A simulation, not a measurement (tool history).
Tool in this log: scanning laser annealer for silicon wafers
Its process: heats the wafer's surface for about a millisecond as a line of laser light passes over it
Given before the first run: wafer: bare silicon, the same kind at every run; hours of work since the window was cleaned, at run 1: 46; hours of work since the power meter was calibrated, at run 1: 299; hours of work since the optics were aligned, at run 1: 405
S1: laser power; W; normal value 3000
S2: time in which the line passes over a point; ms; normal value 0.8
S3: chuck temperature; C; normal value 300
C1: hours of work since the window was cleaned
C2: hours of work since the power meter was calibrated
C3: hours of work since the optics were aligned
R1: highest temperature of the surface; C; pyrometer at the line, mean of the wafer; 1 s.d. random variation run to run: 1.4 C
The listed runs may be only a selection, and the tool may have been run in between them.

run	hour	S1	S2	S3	C1	C2	C3	R1
1	0	3000	0.8	300	46	299	405	1119
2	38.6	3000	0.792	300	64	316	423	1110
3	65.8	3000	0.8	300	76	329	436	1116
4	90.6	2576	0.8	300	88	340	447	978
5	120	3000	0.8	300	101	354	461	1116
6	138.2	3255	0.8	300	110	362	469	1201
7	172.9	3000	0.8	300	126	378	485	1115
8	195.9	3000	0.8	300	136	389	496	1114
9	217.3	3000	0.8	300	146	399	505	1115
10	238.8	3000	0.8	300	156	409	515	1117
11	264.1	2633	0.8	300	168	420	527	998
12	302.9	2633	0.8	300	186	438	545	997
13	331.2	2633	0.8	300	199	451	558	997
14	349.6	2633	0.8	300	207	460	566	998
15	392.5	2633	0.8	300	227	479	586	999
16	432.8	2633	0.8	300	245	498	605	997
17	460.5	2633	0.8	300	258	511	617	998
18	481.6	3000	0.8	300	268	521	627	1115
19	510.6	3000	0.8	297	281	534	641	1112
20	548.1	3000	0.887	297	299	551	658	1149
21	583.1	3069	0.945	287	315	567	674	1190
22	625.3	3000	0.802	270	334	587	693	1086
23	642.9	3000	0.802	270	342	595	702	1088
24	679.4	3000	0.802	270	359	612	718	1088
25	703.6	2698	0.712	300	370	623	729	982
26	736	3112	0.756	300	385	638	744	1131
27	754.5	3000	0.795	320	394	646	753	1134
28	777.2	2831	0.79	325	404	657	763	1085
29	800.8	3000	0.8	294	415	668	774	1111
30	841.9	2630	0.8	300	434	687	793	998
# hour 853.8: optics aligned, line set to its width
31	872	2630	0.8	300	445	698	8	998
32	903.8	2630	0.8	305	460	713	23	1001
33	921.5	2630	0.8	305	468	721	31	1002
34	963.8	3000	0.653	328	488	740	51	1072
35	983.4	3071	0.684	264	497	749	60	1047
36	1006	3000	0.964	263	507	760	70	1151
37	1027.1	3000	0.964	263	517	770	80	1152
38	1057.7	3000	0.964	263	531	784	94	1149
39	1091.1	2625	0.767	268	546	799	109	950
40	1124.4	2759	0.686	329	562	814	125	1018

Hidden state at the last listed run before each entry between runs and at the first one after, where it differs:
From run 30 to run 31: optics aligned, line set to its width (hour 853.8)
  light that passes the window, % of a clean one's: 99.98 -> 99.97; width of the line over the set one, %: 0.06 -> 0
